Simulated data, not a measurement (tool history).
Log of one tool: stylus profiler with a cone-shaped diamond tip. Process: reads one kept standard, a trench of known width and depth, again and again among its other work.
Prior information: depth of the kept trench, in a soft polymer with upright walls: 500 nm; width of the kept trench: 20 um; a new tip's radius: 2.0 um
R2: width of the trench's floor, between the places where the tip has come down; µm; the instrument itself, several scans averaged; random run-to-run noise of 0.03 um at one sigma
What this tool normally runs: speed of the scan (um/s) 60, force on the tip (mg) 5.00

run 1 day=0.000 | speed_of_the_scan_(um/s)=60 force_on_the_tip_(mg)=5.00 | depth_of_the_trench_(nm)=510.86 R2=16.53
run 2 day=1.708 | speed_of_the_scan_(um/s)=60 force_on_the_tip_(mg)=5.00 | depth_of_the_trench_(nm)=510.69 R2=16.62
run 3 day=5.046 | speed_of_the_scan_(um/s)=53 force_on_the_tip_(mg)=5.00 | depth_of_the_trench_(nm)=510.78 R2=16.53
run 4 day=6.771 | speed_of_the_scan_(um/s)=53 force_on_the_tip_(mg)=5.00 | depth_of_the_trench_(nm)=510.79 R2=16.52
run 5 day=8.754 | speed_of_the_scan_(um/s)=53 force_on_the_tip_(mg)=5.00 | depth_of_the_trench_(nm)=510.43 R2=16.49
run 6 day=11.496 | speed_of_the_scan_(um/s)=60 force_on_the_tip_(mg)=5.00 | depth_of_the_trench_(nm)=510.69 R2=16.50
run 7 day=13.579 | speed_of_the_scan_(um/s)=60 force_on_the_tip_(mg)=5.00 | depth_of_the_trench_(nm)=510.83 R2=16.45
run 8 day=15.012 | speed_of_the_scan_(um/s)=60 force_on_the_tip_(mg)=5.00 | depth_of_the_trench_(nm)=510.69 R2=16.47
run 9 day=16.879 | speed_of_the_scan_(um/s)=60 force_on_the_tip_(mg)=5.00 | depth_of_the_trench_(nm)=510.43 R2=16.46
run 10 day=18.654 | speed_of_the_scan_(um/s)=60 force_on_the_tip_(mg)=5.00 | depth_of_the_trench_(nm)=510.26 R2=16.44
run 11 day=20.183 | speed_of_the_scan_(um/s)=60 force_on_the_tip_(mg)=5.00 | depth_of_the_trench_(nm)=510.40 R2=16.42
run 12 day=22.146 | speed_of_the_scan_(um/s)=60 force_on_the_tip_(mg)=5.00 | depth_of_the_trench_(nm)=510.52 R2=16.40
run 13 day=25.025 | speed_of_the_scan_(um/s)=60 force_on_the_tip_(mg)=5.00 | depth_of_the_trench_(nm)=510.05 R2=16.36
run 14 day=28.342 | speed_of_the_scan_(um/s)=60 force_on_the_tip_(mg)=5.00 | depth_of_the_trench_(nm)=510.20 R2=16.42
run 15 day=31.358 | speed_of_the_scan_(um/s)=109 force_on_the_tip_(mg)=5.00 | depth_of_the_trench_(nm)=509.99 R2=16.20
-- day=32.912 height scale calibrated on a step standard
run 16 day=34.292 | speed_of_the_scan_(um/s)=215 force_on_the_tip_(mg)=5.00 | depth_of_the_trench_(nm)=508.02 R2=15.84
run 17 day=35.775 | speed_of_the_scan_(um/s)=215 force_on_the_tip_(mg)=5.00 | depth_of_the_trench_(nm)=508.29 R2=15.83
run 18 day=37.475 | speed_of_the_scan_(um/s)=60 force_on_the_tip_(mg)=3.63 | depth_of_the_trench_(nm)=505.59 R2=16.29
run 19 day=39.062 | speed_of_the_scan_(um/s)=85 force_on_the_tip_(mg)=11.83 | depth_of_the_trench_(nm)=518.62 R2=16.36
run 20 day=41.338 | speed_of_the_scan_(um/s)=78 force_on_the_tip_(mg)=4.01 | depth_of_the_trench_(nm)=506.06 R2=16.21
run 21 day=43.158 | speed_of_the_scan_(um/s)=63 force_on_the_tip_(mg)=4.01 | depth_of_the_trench_(nm)=505.95 R2=16.30
run 22 day=46.162 | speed_of_the_scan_(um/s)=175 force_on_the_tip_(mg)=6.82 | depth_of_the_trench_(nm)=510.59 R2=15.98
run 23 day=47.858 | speed_of_the_scan_(um/s)=44 force_on_the_tip_(mg)=4.70 | depth_of_the_trench_(nm)=507.03 R2=16.35
run 24 day=49.650 | speed_of_the_scan_(um/s)=44 force_on_the_tip_(mg)=4.70 | depth_of_the_trench_(nm)=507.51 R2=16.33
run 25 day=51.708 | speed_of_the_scan_(um/s)=45 force_on_the_tip_(mg)=2.95 | depth_of_the_trench_(nm)=503.72 R2=16.34
-- day=52.904 height scale calibrated on a step standard, once more
run 26 day=53.188 | speed_of_the_scan_(um/s)=45 force_on_the_tip_(mg)=2.95 | depth_of_the_trench_(nm)=509.42 R2=16.30
run 27 day=55.500 | speed_of_the_scan_(um/s)=47 force_on_the_tip_(mg)=11.81 | depth_of_the_trench_(nm)=523.77 R2=16.35
run 28 day=58.067 | speed_of_the_scan_(um/s)=103 force_on_the_tip_(mg)=11.45 | depth_of_the_trench_(nm)=523.14 R2=16.25
run 29 day=61.238 | speed_of_the_scan_(um/s)=103 force_on_the_tip_(mg)=11.45 | depth_of_the_trench_(nm)=523.17 R2=16.24
run 30 day=64.171 | speed_of_the_scan_(um/s)=60 force_on_the_tip_(mg)=10.20 | depth_of_the_trench_(nm)=521.17 R2=16.34
run 31 day=66.429 | speed_of_the_scan_(um/s)=60 force_on_the_tip_(mg)=10.20 | depth_of_the_trench_(nm)=521.25 R2=16.29
run 32 day=69.879 | speed_of_the_scan_(um/s)=60 force_on_the_tip_(mg)=10.20 | depth_of_the_trench_(nm)=521.29 R2=16.19
run 33 day=72.450 | speed_of_the_scan_(um/s)=45 force_on_the_tip_(mg)=4.90 | depth_of_the_trench_(nm)=512.81 R2=16.23
run 34 day=74.925 | speed_of_the_scan_(um/s)=82 force_on_the_tip_(mg)=1.68 | depth_of_the_trench_(nm)=505.94 R2=15.91
run 35 day=77.229 | speed_of_the_scan_(um/s)=82 force_on_the_tip_(mg)=1.68 | depth_of_the_trench_(nm)=505.87 R2=15.86
run 36 day=79.904 | speed_of_the_scan_(um/s)=16 force_on_the_tip_(mg)=2.11 | depth_of_the_trench_(nm)=506.77 R2=16.31

Below are 3 alternative next runs, each starting from the tool's condition after run 36. Predict each:
run A day=83.183 | speed_of_the_scan_(um/s)=236 force_on_the_tip_(mg)=6.28 | depth_of_the_trench_(nm)=? R2=?
run B day=83.183 | speed_of_the_scan_(um/s)=18 force_on_the_tip_(mg)=6.08 | depth_of_the_trench_(nm)=? R2=?
run C day=83.183 | speed_of_the_scan_(um/s)=111 force_on_the_tip_(mg)=2.22 | depth_of_the_trench_(nm)=? R2=?

run=A depth_of_the_trench_(nm)=514.90 R2=15.64
run=B depth_of_the_trench_(nm)=514.63 R2=16.34
run=C depth_of_the_trench_(nm)=507.04 R2=15.71
Stripped of hidden state, with their random variation kept, the same runs would have yielded:
run=A depth_of_the_trench_(nm)=515.56 R2=16.65
run=B depth_of_the_trench_(nm)=515.29 R2=17.35
run=C depth_of_the_trench_(nm)=507.68 R2=16.72
